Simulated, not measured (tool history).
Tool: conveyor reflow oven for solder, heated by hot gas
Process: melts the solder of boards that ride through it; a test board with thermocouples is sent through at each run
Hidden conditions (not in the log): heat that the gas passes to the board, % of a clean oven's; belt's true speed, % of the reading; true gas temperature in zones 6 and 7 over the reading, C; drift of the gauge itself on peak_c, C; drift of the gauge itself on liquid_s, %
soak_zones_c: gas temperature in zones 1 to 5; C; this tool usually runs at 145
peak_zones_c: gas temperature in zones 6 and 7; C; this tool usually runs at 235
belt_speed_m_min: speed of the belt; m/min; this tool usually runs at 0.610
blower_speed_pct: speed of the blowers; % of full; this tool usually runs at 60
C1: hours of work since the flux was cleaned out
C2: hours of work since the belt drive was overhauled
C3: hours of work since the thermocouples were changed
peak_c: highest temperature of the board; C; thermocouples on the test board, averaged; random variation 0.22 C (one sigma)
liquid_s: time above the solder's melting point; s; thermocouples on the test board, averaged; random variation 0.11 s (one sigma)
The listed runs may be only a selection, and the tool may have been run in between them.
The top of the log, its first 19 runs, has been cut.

Run 20, day 10.983: usual settings but soak_zones_c 141 C, peak_zones_c 244 C, blower_speed_pct 69 % of full; C1 21; C2 225; C3 61. Result: peak_c 226.6 C, liquid_s 50.0 s.
Run 21, day 11.421: usual settings but soak_zones_c 141 C, peak_zones_c 244 C, blower_speed_pct 69 % of full; C1 27; C2 231; C3 67. Result: peak_c 226.3 C, liquid_s 50.0 s.
Run 22, day 11.904: usual settings but soak_zones_c 158 C, peak_zones_c 249 C, belt_speed_m_min 0.546 m/min, blower_speed_pct 55 % of full; C1 34; C2 238; C3 74. Result: peak_c 234.5 C, liquid_s 65.5 s.
Run 23, day 12.504: usual settings but soak_zones_c 158 C, peak_zones_c 249 C, belt_speed_m_min 0.546 m/min, blower_speed_pct 55 % of full; C1 42; C2 246; C3 82. Result: peak_c 234.5 C, liquid_s 65.2 s.
Run 24, day 13.008: usual settings but soak_zones_c 158 C, peak_zones_c 237 C, belt_speed_m_min 0.499 m/min, blower_speed_pct 55 % of full; C1 49; C2 253; C3 89. Result: peak_c 226.0 C, liquid_s 68.0 s.
Run 25, day 13.633: usual settings but soak_zones_c 158 C, peak_zones_c 237 C, belt_speed_m_min 0.499 m/min, blower_speed_pct 55 % of full; C1 57; C2 261; C3 97. Result: peak_c 225.9 C, liquid_s 67.9 s.
Run 26, day 14.188: usual settings but soak_zones_c 139 C, peak_zones_c 249 C, belt_speed_m_min 0.718 m/min, blower_speed_pct 74 % of full; C1 65; C2 268; C3 105. Result: peak_c 224.3 C, liquid_s 40.9 s.
Run 27, day 14.779: usual settings but soak_zones_c 139 C, peak_zones_c 249 C, belt_speed_m_min 0.718 m/min, blower_speed_pct 74 % of full; C1 73; C2 277; C3 113. Result: peak_c 224.2 C, liquid_s 41.0 s.

Run 28, settings as shown, results not yet in. Your forecast:
Run 28, day 15.350: usual settings but belt_speed_m_min 0.599 m/min, blower_speed_pct 67 % of full; C1 80; C2 284; C3 120. Result: peak_c ?, liquid_s ?.

peak_c: 218.7 C
liquid_s: 48.1 s
With no hidden state in the tool, this same run would have given peak_c 219.5 C, liquid_s 48.2 s.

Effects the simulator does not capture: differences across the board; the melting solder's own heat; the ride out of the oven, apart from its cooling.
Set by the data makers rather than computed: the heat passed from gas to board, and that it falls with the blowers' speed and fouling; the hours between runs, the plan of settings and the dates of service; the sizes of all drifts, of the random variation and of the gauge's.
